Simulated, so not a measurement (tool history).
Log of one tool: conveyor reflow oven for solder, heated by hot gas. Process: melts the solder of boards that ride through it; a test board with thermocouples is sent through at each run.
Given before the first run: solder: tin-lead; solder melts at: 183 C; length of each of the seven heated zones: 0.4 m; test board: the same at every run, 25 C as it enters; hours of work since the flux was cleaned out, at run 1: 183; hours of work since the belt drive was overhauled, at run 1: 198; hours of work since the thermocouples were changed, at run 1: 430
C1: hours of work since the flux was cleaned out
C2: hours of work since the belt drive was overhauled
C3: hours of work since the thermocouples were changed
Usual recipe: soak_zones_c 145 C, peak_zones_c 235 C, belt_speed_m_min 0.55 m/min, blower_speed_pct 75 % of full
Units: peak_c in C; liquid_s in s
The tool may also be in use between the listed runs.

{"run": 1, "hour": 0.0, "soak_zones_c": 145, "peak_zones_c": 235, "belt_speed_m_min": 0.55, "blower_speed_pct": 75, "C1": 183, "C2": 198, "C3": 430, "peak_c": 214.1, "liquid_s": 64.3}
{"run": 2, "hour": 6.5, "soak_zones_c": 145, "peak_zones_c": 235, "belt_speed_m_min": 0.55, "blower_speed_pct": 75, "C1": 187, "C2": 202, "C3": 434, "peak_c": 214.1, "liquid_s": 64.4}
{"run": 3, "hour": 11.5, "soak_zones_c": 145, "peak_zones_c": 235, "belt_speed_m_min": 0.55, "blower_speed_pct": 75, "C1": 190, "C2": 204, "C3": 437, "peak_c": 214.4, "liquid_s": 64.3}
{"run": 4, "hour": 15.7, "soak_zones_c": 133, "peak_zones_c": 235, "belt_speed_m_min": 0.55, "blower_speed_pct": 75, "C1": 192, "C2": 207, "C3": 439, "peak_c": 211.3, "liquid_s": 56.5}
{"run": 5, "hour": 23.0, "soak_zones_c": 133, "peak_zones_c": 235, "belt_speed_m_min": 0.55, "blower_speed_pct": 75, "C1": 196, "C2": 211, "C3": 443, "peak_c": 211, "liquid_s": 56.2}
{"run": 6, "hour": 28.6, "soak_zones_c": 145, "peak_zones_c": 235, "belt_speed_m_min": 0.597, "blower_speed_pct": 75, "C1": 199, "C2": 214, "C3": 446, "peak_c": 211.1, "liquid_s": 55.7}
{"run": 7, "hour": 37.4, "soak_zones_c": 145, "peak_zones_c": 235, "belt_speed_m_min": 0.55, "blower_speed_pct": 75, "C1": 204, "C2": 219, "C3": 451, "peak_c": 213.7, "liquid_s": 64.1}
{"run": 8, "hour": 44.6, "soak_zones_c": 145, "peak_zones_c": 235, "belt_speed_m_min": 0.55, "blower_speed_pct": 75, "C1": 208, "C2": 223, "C3": 455, "peak_c": 213.8, "liquid_s": 64.2}
{"run": 9, "hour": 50.4, "soak_zones_c": 145, "peak_zones_c": 235, "belt_speed_m_min": 0.55, "blower_speed_pct": 75, "C1": 211, "C2": 226, "C3": 458, "peak_c": 213.5, "liquid_s": 64.3}
{"run": 10, "hour": 57.3, "soak_zones_c": 145, "peak_zones_c": 235, "belt_speed_m_min": 0.55, "blower_speed_pct": 75, "C1": 215, "C2": 230, "C3": 462, "peak_c": 213.8, "liquid_s": 64.2}
{"run": 11, "hour": 63.6, "soak_zones_c": 145, "peak_zones_c": 235, "belt_speed_m_min": 0.55, "blower_speed_pct": 69, "C1": 219, "C2": 233, "C3": 465, "peak_c": 211.6, "liquid_s": 61.3}
{"run": 12, "hour": 71.2, "soak_zones_c": 145, "peak_zones_c": 235, "belt_speed_m_min": 0.586, "blower_speed_pct": 69, "C1": 223, "C2": 238, "C3": 470, "peak_c": 209.1, "liquid_s": 54.4}
{"run": 13, "hour": 80.0, "soak_zones_c": 145, "peak_zones_c": 235, "belt_speed_m_min": 0.586, "blower_speed_pct": 69, "C1": 228, "C2": 242, "C3": 475, "peak_c": 209.2, "liquid_s": 54.1}
{"run": 14, "hour": 86.9, "soak_zones_c": 147, "peak_zones_c": 235, "belt_speed_m_min": 0.586, "blower_speed_pct": 69, "C1": 232, "C2": 246, "C3": 478, "peak_c": 209.8, "liquid_s": 55.7}
{"run": 15, "hour": 96.0, "soak_zones_c": 147, "peak_zones_c": 235, "belt_speed_m_min": 0.586, "blower_speed_pct": 69, "C1": 237, "C2": 251, "C3": 484, "peak_c": 209.7, "liquid_s": 55.9}
{"run": 16, "hour": 100.3, "soak_zones_c": 147, "peak_zones_c": 250, "belt_speed_m_min": 0.586, "blower_speed_pct": 69, "C1": 239, "C2": 254, "C3": 486, "peak_c": 221.3, "liquid_s": 66.8}
{"run": 17, "hour": 104.5, "soak_zones_c": 147, "peak_zones_c": 250, "belt_speed_m_min": 0.586, "blower_speed_pct": 69, "C1": 241, "C2": 256, "C3": 488, "peak_c": 221.1, "liquid_s": 66.5}
{"hour": 111.3, "done": "flux residue cleaned out of gas plates and filters"}
{"run": 18, "hour": 113.3, "soak_zones_c": 147, "peak_zones_c": 250, "belt_speed_m_min": 0.586, "blower_speed_pct": 69, "C1": 1, "C2": 258, "C3": 490, "peak_c": 222.3, "liquid_s": 68.2}

Run 19 comes next. What will it give?
{"run": 19, "hour": 117.8, "soak_zones_c": 147, "peak_zones_c": 250, "belt_speed_m_min": 0.586, "blower_speed_pct": 69, "C1": 4, "C2": 261, "C3": 493, "peak_c": "?", "liquid_s": "?"}

Run 19 came out at peak_c 222.3 C, liquid_s 68.4 s.
Had the tool carried no hidden state, the very same run would have given peak_c 222.9 C, liquid_s 68.3 s.
